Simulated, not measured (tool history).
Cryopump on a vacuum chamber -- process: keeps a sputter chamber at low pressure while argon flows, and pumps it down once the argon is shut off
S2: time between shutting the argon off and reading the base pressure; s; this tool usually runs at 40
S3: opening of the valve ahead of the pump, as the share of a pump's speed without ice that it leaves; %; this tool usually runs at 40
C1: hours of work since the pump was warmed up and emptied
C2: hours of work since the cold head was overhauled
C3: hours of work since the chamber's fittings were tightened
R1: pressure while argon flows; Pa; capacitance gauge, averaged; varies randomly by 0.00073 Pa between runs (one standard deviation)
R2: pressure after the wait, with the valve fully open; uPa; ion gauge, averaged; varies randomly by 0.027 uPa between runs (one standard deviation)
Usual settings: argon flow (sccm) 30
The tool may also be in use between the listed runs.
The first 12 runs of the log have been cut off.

{"run": 13, "hour": 563.0, "argon flow (sccm)": 30, "S2": 40, "S3": 40, "C1": 94, "C2": 847, "C3": 748, "R1": 0.1351, "R2": 1.4}
{"run": 14, "hour": 591.1, "argon flow (sccm)": 30, "S2": 40, "S3": 40, "C1": 107, "C2": 860, "C3": 762, "R1": 0.1342, "R2": 1.5}
{"run": 15, "hour": 635.0, "argon flow (sccm)": 37, "S2": 40, "S3": 40, "C1": 128, "C2": 881, "C3": 783, "R1": 0.1662, "R2": 1.45}
{"run": 16, "hour": 668.8, "argon flow (sccm)": 30, "S2": 27, "S3": 40, "C1": 144, "C2": 897, "C3": 799, "R1": 0.1363, "R2": 1.93}
{"run": 17, "hour": 702.1, "argon flow (sccm)": 30, "S2": 27, "S3": 40, "C1": 160, "C2": 913, "C3": 815, "R1": 0.136, "R2": 1.93}
{"run": 18, "hour": 764.2, "argon flow (sccm)": 30, "S2": 289, "S3": 40, "C1": 190, "C2": 943, "C3": 845, "R1": 0.1377, "R2": 0.71}
{"run": 19, "hour": 810.2, "argon flow (sccm)": 30, "S2": 163, "S3": 31, "C1": 212, "C2": 965, "C3": 867, "R1": 0.1761, "R2": 0.82}
{"run": 20, "hour": 847.4, "argon flow (sccm)": 30, "S2": 163, "S3": 31, "C1": 230, "C2": 983, "C3": 885, "R1": 0.1758, "R2": 0.81}
{"run": 21, "hour": 901.9, "argon flow (sccm)": 30, "S2": 163, "S3": 31, "C1": 256, "C2": 1009, "C3": 911, "R1": 0.1777, "R2": 0.89}
{"run": 22, "hour": 936.7, "argon flow (sccm)": 30, "S2": 48, "S3": 28, "C1": 273, "C2": 1026, "C3": 927, "R1": 0.1968, "R2": 1.35}

Run 23 comes next. What will it give?
{"run": 23, "hour": 998.1, "argon flow (sccm)": 14, "S2": 198, "S3": 40, "C1": 302, "C2": 1055, "C3": 957, "R1": "?", "R2": "?"}

R1: 0.065 Pa
R2: 0.85 uPa
On a tool with no hidden condition, and with the same random variation, this run would have come out at R1 0.061 Pa, R2 0.54 uPa.

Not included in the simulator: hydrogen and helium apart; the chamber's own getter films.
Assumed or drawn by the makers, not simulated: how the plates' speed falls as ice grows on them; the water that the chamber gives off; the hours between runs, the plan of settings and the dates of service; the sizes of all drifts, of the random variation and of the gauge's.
